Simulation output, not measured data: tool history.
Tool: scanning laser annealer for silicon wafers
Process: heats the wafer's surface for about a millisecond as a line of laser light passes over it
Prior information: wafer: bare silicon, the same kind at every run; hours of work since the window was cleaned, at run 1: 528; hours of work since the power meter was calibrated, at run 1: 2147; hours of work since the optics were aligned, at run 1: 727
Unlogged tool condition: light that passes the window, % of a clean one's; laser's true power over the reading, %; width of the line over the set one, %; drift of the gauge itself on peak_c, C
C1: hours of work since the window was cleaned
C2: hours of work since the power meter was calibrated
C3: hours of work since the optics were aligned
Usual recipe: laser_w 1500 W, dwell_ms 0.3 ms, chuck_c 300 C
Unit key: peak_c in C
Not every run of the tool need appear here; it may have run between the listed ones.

Run 1, hour 0: usual settings; C1 528; C2 2147; C3 727. Result: peak_c 1023 C.
Run 2, hour 63.7: usual settings; C1 577; C2 2196; C3 776. Result: peak_c 1021 C.
Run 3, hour 111.7: usual settings but dwell_ms 0.372 ms; C1 614; C2 2233; C3 813. Result: peak_c 1097 C.
At hour 137.1: window over the wafer cleaned.
Run 4, hour 155.6: usual settings but dwell_ms 0.372 ms; C1 14; C2 2265; C3 845. Result: peak_c 1142 C.
Run 5, hour 202.4: usual settings; C1 50; C2 2302; C3 881. Result: peak_c 1058 C.
Run 6, hour 252: usual settings; C1 89; C2 2340; C3 920. Result: peak_c 1051 C.
Run 7, hour 317.1: usual settings; C1 139; C2 2390; C3 970. Result: peak_c 1053 C.
Run 8, hour 403.9: usual settings; C1 206; C2 2457; C3 1037. Result: peak_c 1045 C.
Run 9, hour 471.6: usual settings; C1 258; C2 2509; C3 1089. Result: peak_c 1043 C.
Run 10, hour 532.6: usual settings but dwell_ms 0.367 ms; C1 305; C2 2556; C3 1136. Result: peak_c 1112 C.
Run 11, hour 585.4: usual settings but laser_w 1571 W; C1 346; C2 2597; C3 1177. Result: peak_c 1072 C.
Run 12, hour 623.4: usual settings but laser_w 1571 W; C1 375; C2 2626; C3 1206. Result: peak_c 1066 C.
Run 13, hour 705.4: usual settings but dwell_ms 0.261 ms; C1 438; C2 2690; C3 1270. Result: peak_c 979 C.
Run 14, hour 764.3: usual settings but dwell_ms 0.261 ms; C1 484; C2 2735; C3 1315. Result: peak_c 976 C.
Run 15, hour 821: usual settings but dwell_ms 0.261 ms; C1 528; C2 2779; C3 1359. Result: peak_c 972 C.
Run 16, hour 880.7: usual settings but dwell_ms 0.261 ms; C1 574; C2 2825; C3 1405. Result: peak_c 972 C.
Run 17, hour 949.1: usual settings but dwell_ms 0.261 ms; C1 627; C2 2878; C3 1458. Result: peak_c 965 C.
At hour 962: window over the wafer cleaned.
Run 18, hour 1006.2: usual settings but dwell_ms 0.261 ms; C1 34; C2 2920; C3 1500. Result: peak_c 1003 C.
Run 19, hour 1071.6: usual settings but laser_w 1327 W, dwell_ms 0.238 ms; C1 85; C2 2971; C3 1551. Result: peak_c 887 C.
Run 20, hour 1116.2: usual settings but laser_w 1327 W, dwell_ms 0.238 ms; C1 119; C2 3005; C3 1585. Result: peak_c 886 C.
Run 21, hour 1176.8: usual settings but laser_w 1327 W, dwell_ms 0.238 ms, chuck_c 280 C; C1 166; C2 3052; C3 1632. Result: peak_c 863 C.
Run 22, hour 1214.2: usual settings but laser_w 1327 W, dwell_ms 0.238 ms, chuck_c 280 C; C1 195; C2 3081; C3 1661. Result: peak_c 861 C.
Run 23, hour 1271.6: usual settings but laser_w 1641 W, dwell_ms 0.212 ms, chuck_c 314 C; C1 239; C2 3125; C3 1705. Result: peak_c 999 C.
At hour 1283.2: optics aligned, line set to its width.
Run 24, hour 1345.4: usual settings but laser_w 1371 W, dwell_ms 0.28 ms, chuck_c 297 C; C1 292; C2 3178; C3 48. Result: peak_c 948 C.
Run 25, hour 1411.2: usual settings but laser_w 1371 W, dwell_ms 0.248 ms, chuck_c 297 C; C1 343; C2 3229; C3 99. Result: peak_c 906 C.
Run 26, hour 1461.6: usual settings but laser_w 1371 W, dwell_ms 0.246 ms, chuck_c 297 C; C1 382; C2 3268; C3 138. Result: peak_c 902 C.
Run 27, hour 1530.3: usual settings but laser_w 1371 W, dwell_ms 0.246 ms, chuck_c 297 C; C1 435; C2 3321; C3 191. Result: peak_c 900 C.
Run 28, hour 1610.5: usual settings but laser_w 1371 W, dwell_ms 0.246 ms, chuck_c 297 C; C1 496; C2 3383; C3 253. Result: peak_c 897 C.
Run 29, hour 1694.6: usual settings but laser_w 1324 W, chuck_c 270 C; C1 561; C2 3447; C3 317. Result: peak_c 900 C.

Estimate the outcome of run 30 from the log above:
Run 30, hour 1781.7: usual settings but laser_w 1381 W, dwell_ms 0.357 ms, chuck_c 315 C; C1 629; C2 3515; C3 385. Result: peak_c ?.

peak_c: 1024 C
Minus the tool's unlogged condition, the same run would have read peak_c 1091 C.

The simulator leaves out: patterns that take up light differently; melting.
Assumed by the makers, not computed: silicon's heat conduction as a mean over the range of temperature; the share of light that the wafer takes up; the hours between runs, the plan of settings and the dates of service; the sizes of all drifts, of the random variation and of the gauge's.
